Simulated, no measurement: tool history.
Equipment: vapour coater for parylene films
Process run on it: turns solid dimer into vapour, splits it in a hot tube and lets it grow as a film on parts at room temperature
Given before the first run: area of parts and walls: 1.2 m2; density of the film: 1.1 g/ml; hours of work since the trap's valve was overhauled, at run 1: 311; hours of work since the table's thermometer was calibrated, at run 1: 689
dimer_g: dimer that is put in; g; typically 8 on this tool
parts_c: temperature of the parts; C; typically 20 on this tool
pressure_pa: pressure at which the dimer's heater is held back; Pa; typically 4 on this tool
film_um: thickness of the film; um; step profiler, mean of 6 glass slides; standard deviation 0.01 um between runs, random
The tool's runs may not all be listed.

run,hour,dimer_g,parts_c,pressure_pa,hours of work since the trap's valve was overhauled,hours of work since the table's thermometer was calibrated,film_um
1,0,8,20,4,311,689,4.3
2,32.1,8,20,5.13,327,705,4.15
3,66.7,8,23,4,345,723,3.86
4,85.4,8,15,4,355,733,5.12
5,126.8,8,15,4,376,754,5.14
6,156.5,10,20,4,391,769,5.32
7,192,10,20,4,410,788,5.31
8,225.1,8,23,4,427,805,3.81
9,261.7,8,23,4,446,824,3.8
# hour 285.7: trap's valve overhauled
10,297.5,8,23,4,6,840,4.02
11,318.9,8,20,4,17,851,4.47
12,344.6,8,20,4,30,864,4.45
13,363.4,8,20,4,40,874,4.46
14,384.7,8,25,4,51,885,3.72
15,418.4,8,20,4,68,903,4.45
# hour 423.2: table's thermometer calibrated
16,448.7,4,20,4,84,13,2.22
17,466.6,4,20,4,93,22,2.22
18,486,8,20,4.31,103,32,4.42
19,508,8,20,4,114,44,4.46
20,542.5,4,14,4,132,62,2.74
21,568,4,14,4,145,75,2.76
# hour 583.4: table's thermometer calibrated, once more
22,593.8,4,14,4,158,5,2.7
23,613.1,3,15,11.39,168,15,1.7
24,630.7,5,15,2.63,177,24,3.44
25,651.1,4,29,6.27,188,35,1.47
26,672.9,4,29,6.27,199,46,1.47
27,704.3,5,28,3.01,215,62,2.09
28,744.4,8,12,3.58,236,83,5.77
29,778.2,6,15,3.63,253,100,3.89
30,819.6,6,13,4.24,274,122,4.1

Run 31 comes next. What will it give?
31,850.2,6,13,4.24,290,138,?

{"run 31": {"film_um": 4.09}}
Minus the tool's unlogged condition, the same run would have read film_um 4.24 um.
